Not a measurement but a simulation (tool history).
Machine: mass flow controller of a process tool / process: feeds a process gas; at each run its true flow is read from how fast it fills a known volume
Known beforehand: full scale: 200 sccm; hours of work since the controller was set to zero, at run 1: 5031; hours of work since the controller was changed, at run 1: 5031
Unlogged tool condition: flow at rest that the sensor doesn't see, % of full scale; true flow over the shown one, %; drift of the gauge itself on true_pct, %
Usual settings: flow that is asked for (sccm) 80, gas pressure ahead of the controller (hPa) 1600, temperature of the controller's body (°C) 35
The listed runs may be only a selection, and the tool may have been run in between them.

| run | hour | flow that is asked for (sccm) | gas pressure ahead of the controller (hPa) | temperature of the controller's body (°C) | hours of work since the controller was set to zero | hours of work since the controller was changed | true flow (%) |
|---|---|---|---|---|---|---|---|
| 1 | 0 | 80 | 1600 | 35 | 5031 | 5031 | 98.27 |
| 2 | 90.6 | 80 | 1600 | 35 | 5100 | 5100 | 98.28 |
| 3 | 190.5 | 80 | 1600 | 35 | 5176 | 5176 | 98.33 |
| 4 | 265.1 | 80 | 1600 | 35 | 5232 | 5232 | 98.35 |
| 5 | 359 | 80 | 1600 | 35 | 5304 | 5304 | 98.28 |
| 6 | 465.5 | 80 | 1600 | 35 | 5385 | 5385 | 98.13 |
| 7 | 578.7 | 61 | 1600 | 35 | 5471 | 5471 | 98.12 |
| 8 | 703.5 | 32 | 1600 | 35 | 5566 | 5566 | 97.69 |
| 9 | 792.1 | 32 | 1600 | 35 | 5633 | 5633 | 97.66 |
|  | 820.6 | controller exchanged for a calibrated one |
| 10 | 896.5 | 162 | 1600 | 35 | 58 | 58 | 98.69 |
| 11 | 1009 | 80 | 1600 | 35 | 143 | 143 | 98 |
| 12 | 1117.4 | 80 | 1600 | 35 | 226 | 226 | 97.85 |
| 13 | 1208.4 | 80 | 1600 | 35 | 295 | 295 | 97.92 |
| 14 | 1310.7 | 80 | 1600 | 35 | 373 | 373 | 97.97 |
| 15 | 1416.2 | 80 | 1600 | 35 | 453 | 453 | 97.85 |
| 16 | 1540.8 | 80 | 1600 | 35 | 548 | 548 | 97.74 |
| 17 | 1661.3 | 80 | 1600 | 35 | 639 | 639 | 97.7 |
| 18 | 1765 | 80 | 1600 | 35 | 718 | 718 | 97.6 |
| 19 | 1827.8 | 80 | 1600 | 35 | 766 | 766 | 97.63 |
| 20 | 1950.2 | 80 | 1600 | 35 | 859 | 859 | 97.47 |
| 21 | 2018.5 | 80 | 1600 | 40 | 911 | 911 | 97.23 |
| 22 | 2093.5 | 30 | 1600 | 35 | 968 | 968 | 97.05 |
| 23 | 2172.2 | 30 | 1600 | 35 | 1028 | 1028 | 97.03 |
|  | 2212.5 | gauge calibrated |
| 24 | 2301.9 | 184 | 2100 | 23 | 1126 | 1126 | 100 |
| 25 | 2406 | 184 | 2100 | 32 | 1206 | 1206 | 99.3 |
| 26 | 2482.6 | 184 | 2100 | 32 | 1264 | 1264 | 99.2 |
| 27 | 2593.9 | 80 | 1640 | 39 | 1349 | 1349 | 98.03 |
| 28 | 2695.7 | 80 | 1640 | 39 | 1426 | 1426 | 97.87 |
| 29 | 2812.4 | 47 | 2610 | 22 | 1515 | 1515 | 98.47 |
| 30 | 2910.7 | 47 | 2610 | 22 | 1589 | 1589 | 98.49 |
| 31 | 2995.8 | 74 | 2610 | 22 | 1654 | 1654 | 98.8 |
| 32 | 3107 | 22 | 2400 | 36 | 1739 | 1739 | 97.36 |
| 33 | 3199.2 | 22 | 2400 | 36 | 1809 | 1809 | 97.24 |
| 34 | 3332.4 | 80 | 2130 | 35 | 1910 | 1910 | 98 |
| 35 | 3465.7 | 62 | 2030 | 39 | 2011 | 2011 | 97.46 |
| 36 | 3578.6 | 62 | 2030 | 39 | 2097 | 2097 | 97.37 |
| 37 | 3659 | 62 | 2030 | 39 | 2158 | 2158 | 97.38 |
| 38 | 3734.3 | 62 | 2030 | 39 | 2216 | 2216 | 97.35 |
| 39 | 3796.2 | 80 | 1930 | 30 | 2263 | 2263 | 97.97 |
| 40 | 3920.3 | 101 | 1600 | 27 | 2357 | 2357 | 98.45 |
| 41 | 4031.7 | 25 | 2460 | 35 | 2442 | 2442 | 96.91 |
| 42 | 4106.6 | 80 | 1540 | 24 | 2499 | 2499 | 98.38 |
| 43 | 4169.7 | 75 | 1600 | 35 | 2547 | 2547 | 97.45 |
| 44 | 4269.5 | 75 | 1600 | 35 | 2623 | 2623 | 97.43 |
| 45 | 4360.1 | 75 | 1600 | 35 | 2692 | 2692 | 97.61 |
| 46 | 4497.3 | 79 | 1560 | 35 | 2796 | 2796 | 97.42 |

Branching from run 46: 3 alternative next runs. What would each branch give?
| A | 4610.9 | 49 | 2510 | 29 | 2882 | 2882 | ? |
| B | 4610.9 | 29 | 1600 | 35 | 2882 | 2882 | ? |
| C | 4610.9 | 95 | 2030 | 27 | 2882 | 2882 | ? |

| run | true flow (%) |
|---|---|
| A | 97.31 |
| B | 96.88 |
| C | 97.84 |
Without the tool's hidden state the same runs would have given:
| run | true flow (%) |
|---|---|
| A | 98.33 |
| B | 97.91 |
| C | 98.87 |
